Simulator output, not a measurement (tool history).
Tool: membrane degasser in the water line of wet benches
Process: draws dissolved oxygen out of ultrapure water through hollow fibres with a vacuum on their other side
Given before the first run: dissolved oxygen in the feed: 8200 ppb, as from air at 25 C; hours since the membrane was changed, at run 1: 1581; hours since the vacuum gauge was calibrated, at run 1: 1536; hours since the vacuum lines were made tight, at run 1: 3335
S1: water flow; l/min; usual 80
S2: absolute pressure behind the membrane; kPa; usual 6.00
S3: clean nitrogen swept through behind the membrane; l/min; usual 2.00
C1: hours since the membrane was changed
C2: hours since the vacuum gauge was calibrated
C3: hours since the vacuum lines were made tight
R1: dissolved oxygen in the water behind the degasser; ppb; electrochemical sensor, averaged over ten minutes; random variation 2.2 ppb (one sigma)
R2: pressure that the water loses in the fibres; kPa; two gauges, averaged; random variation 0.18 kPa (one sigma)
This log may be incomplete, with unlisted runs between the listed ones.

run	day	S1	S2	S3	C1	C2	C3	R1	R2
1	0.000	80	6.00	2.00	1581	1536	3335	222.1	33.30
2	5.050	80	6.00	2.00	1703	1657	3456	217.8	33.32
3	11.179	80	6.00	2.00	1850	1804	3603	222.0	33.42
4	16.154	59	6.00	2.00	1969	1923	3723	173.4	24.60
5	19.588	80	6.00	2.00	2051	2006	3805	224.4	33.26
6	26.008	80	6.00	2.00	2206	2160	3959	220.9	33.34
7	29.088	80	6.00	2.00	2279	2234	4033	221.4	32.90
8	32.517	60	6.00	2.00	2362	2316	4115	174.1	24.96
9	37.104	60	6.00	2.00	2472	2426	4225	171.6	24.84
10	39.929	96	6.00	2.00	2540	2494	4293	258.7	40.13
# day 42.850: seals of the vacuum lines changed
11	43.608	96	6.00	2.00	2626	2580	18	255.0	40.17
12	48.142	86	6.98	2.00	2735	2689	127	307.9	35.42
13	54.267	116	6.00	3.32	2882	2836	274	213.8	48.21
14	59.675	69	6.00	1.00	3012	2966	404	324.1	28.91
15	66.008	69	7.04	1.00	3164	3118	556	444.5	28.80
16	69.067	69	7.04	1.00	3237	3191	629	442.3	28.92

Alternative continuations, all from the tool just after run 16; predict every row:
A	73.783	114	7.04	3.83	3350	3304	742	?	?
B	73.783	91	5.73	0.88	3350	3304	742	?	?
C	73.783	73	5.76	1.74	3350	3304	742	?	?
D	73.783	92	6.00	5.55	3350	3304	742	?	?
E	73.783	69	7.04	0.94	3350	3304	742	?	?

run	R1	R2
A	253.5	47.13
B	395.3	37.97
C	210.8	30.04
D	108.7	38.56
E	460.5	28.57
Without the tool's hidden state the same runs would have given:
run	R1	R2
A	253.4	47.10
B	395.1	37.95
C	210.7	30.03
D	108.6	38.54
E	460.4	28.56
